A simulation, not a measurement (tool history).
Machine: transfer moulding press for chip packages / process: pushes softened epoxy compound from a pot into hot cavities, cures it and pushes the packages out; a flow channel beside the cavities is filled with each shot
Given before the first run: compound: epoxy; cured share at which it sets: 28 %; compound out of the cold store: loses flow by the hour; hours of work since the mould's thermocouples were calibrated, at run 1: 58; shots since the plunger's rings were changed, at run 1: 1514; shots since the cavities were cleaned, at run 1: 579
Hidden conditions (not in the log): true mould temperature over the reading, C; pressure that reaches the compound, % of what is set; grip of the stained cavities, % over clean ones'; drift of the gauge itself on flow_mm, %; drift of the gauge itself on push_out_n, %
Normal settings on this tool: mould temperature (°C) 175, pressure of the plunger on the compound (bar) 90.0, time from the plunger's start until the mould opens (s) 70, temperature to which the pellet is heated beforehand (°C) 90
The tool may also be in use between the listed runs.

| run | day | mould temperature (°C) | pressure of the plunger on the compound (bar) | time from the plunger's start until the mould opens (s) | temperature to which the pellet is heated beforehand (°C) | hours of work since the mould's thermocouples were calibrated | shots since the plunger's rings were changed | shots since the cavities were cleaned | incoming compound's hours out of the cold store | length that the compound runs in the flow channel (mm) | greatest force on the pins that push the packages out (N) |
|---|---|---|---|---|---|---|---|---|---|---|---|
| 1 | 0.000 | 175 | 90.0 | 70 | 90 | 58 | 1514 | 579 | 41.9 | 451 | 662 |
| 2 | 0.329 | 171 | 90.0 | 70 | 90 | 61 | 1585 | 650 | 43.8 | 457 | 853 |
| 3 | 0.621 | 171 | 90.0 | 70 | 90 | 64 | 1647 | 712 | 41.4 | 450 | 882 |
| 4 | 0.942 | 175 | 90.0 | 52 | 90 | 67 | 1716 | 781 | 39.3 | 462 | 1443 |
| 5 | 1.188 | 175 | 90.0 | 52 | 90 | 70 | 1769 | 834 | 44.2 | 430 | 1438 |
| 6 | 1.379 | 175 | 90.0 | 52 | 90 | 71 | 1810 | 875 | 42.3 | 439 | 1424 |
|  | 1.483 | mould's thermocouples calibrated |
| 7 | 1.671 | 175 | 90.0 | 52 | 90 | 2 | 1854 | 919 | 9.8 | 567 | 1642 |
| 8 | 1.946 | 175 | 90.0 | 52 | 90 | 4 | 1913 | 978 | 24.8 | 500 | 1618 |
| 9 | 2.333 | 175 | 90.0 | 52 | 90 | 8 | 1996 | 1061 | 31.5 | 476 | 1521 |
|  | 2.512 | cavities cleaned with cleaning compound and waxed |
| 10 | 2.558 | 175 | 90.0 | 52 | 90 | 10 | 2031 | 10 | 8.7 | 576 | 1016 |
|  | 2.671 | mould's thermocouples calibrated, once more |
| 11 | 2.904 | 175 | 90.0 | 52 | 90 | 2 | 2087 | 66 | 28.8 | 492 | 1002 |

Estimate the outcome of run 12 from the log above:
| 12 | 3.112 | 175 | 73.4 | 70 | 98 | 4 | 2132 | 111 | 34.2 | ? | ? |

length that the compound runs in the flow channel (mm): 417
greatest force on the pins that push the packages out (N): 493
With the hidden condition absent and the run-to-run variation left alone, this run would have shown length that the compound runs in the flow channel (mm) 430, greatest force on the pins that push the packages out (N) 400.
